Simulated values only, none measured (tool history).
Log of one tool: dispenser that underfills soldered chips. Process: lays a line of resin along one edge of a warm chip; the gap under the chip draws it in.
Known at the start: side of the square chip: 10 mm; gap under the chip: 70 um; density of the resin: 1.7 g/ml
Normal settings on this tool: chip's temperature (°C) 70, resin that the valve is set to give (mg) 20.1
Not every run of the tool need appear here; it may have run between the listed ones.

| run | hour | chip's temperature (°C) | resin that the valve is set to give (mg) | time until the resin shows at the far edge (s) | resin that the valve gave (mg) |
|---|---|---|---|---|---|
| 1 | 0 | 70 | 20.1 | 36.9 | 19.97 |
|  | 1.7 | new syringe of resin |
| 2 | 5 | 70 | 20.1 | 27.1 | 19.88 |
| 3 | 10.7 | 55 | 20.1 | 58.9 | 19.86 |
| 4 | 14.3 | 64 | 20.1 | 46 | 19.91 |
|  | 16.5 | new syringe of resin |
| 5 | 20 | 64 | 20.1 | 34.3 | 19.89 |
| 6 | 23.3 | 55 | 20.1 | 53.8 | 19.81 |
| 7 | 27.4 | 55 | 20.1 | 61.5 | 19.81 |
| 8 | 30.1 | 70 | 20.1 | 38.7 | 19.83 |
|  | 31.1 | new syringe of resin |
| 9 | 36.9 | 72 | 23.8 | 26.7 | 23.34 |
| 10 | 43 | 64 | 23.1 | 42.7 | 22.63 |
|  | 45.6 | new syringe of resin |
| 11 | 48.8 | 64 | 23.1 | 32.3 | 22.63 |
| 12 | 53.5 | 64 | 23.1 | 38.1 | 22.62 |
| 13 | 58 | 62 | 25.4 | 47.2 | 24.87 |
|  | 60.2 | new syringe of resin |
| 14 | 64.2 | 62 | 25.4 | 36 | 24.72 |
| 15 | 68.9 | 57 | 19.3 | 51.6 | 18.9 |
| 16 | 74 | 57 | 19.3 | 62.9 | 18.8 |

Alternative continuations, all from the tool just after run 16; predict every row:
|  | 75 | new syringe of resin |
| A | 79.5 | 69 | 23 | ? | ? |
|  | 75 | new syringe of resin |
| B | 79.5 | 57 | 19.6 | ? | ? |
|  | 75 | new syringe of resin |
| C | 79.5 | 72 | 19.7 | ? | ? |
|  | 75 | new syringe of resin |
| D | 79.5 | 74 | 25.7 | ? | ? |

| run | time until the resin shows at the far edge (s) | resin that the valve gave (mg) |
|---|---|---|
| A | 28.4 | 22.39 |
| B | 45 | 19.06 |
| C | 25.8 | 19.15 |
| D | 24.3 | 24.97 |
Take away the tool's hidden state, keep each run's random variation, and the runs would have read:
| run | time until the resin shows at the far edge (s) | resin that the valve gave (mg) |
|---|---|---|
| A | 25.3 | 23.01 |
| B | 40.1 | 19.59 |
| C | 22.9 | 19.68 |
| D | 21.7 | 25.66 |
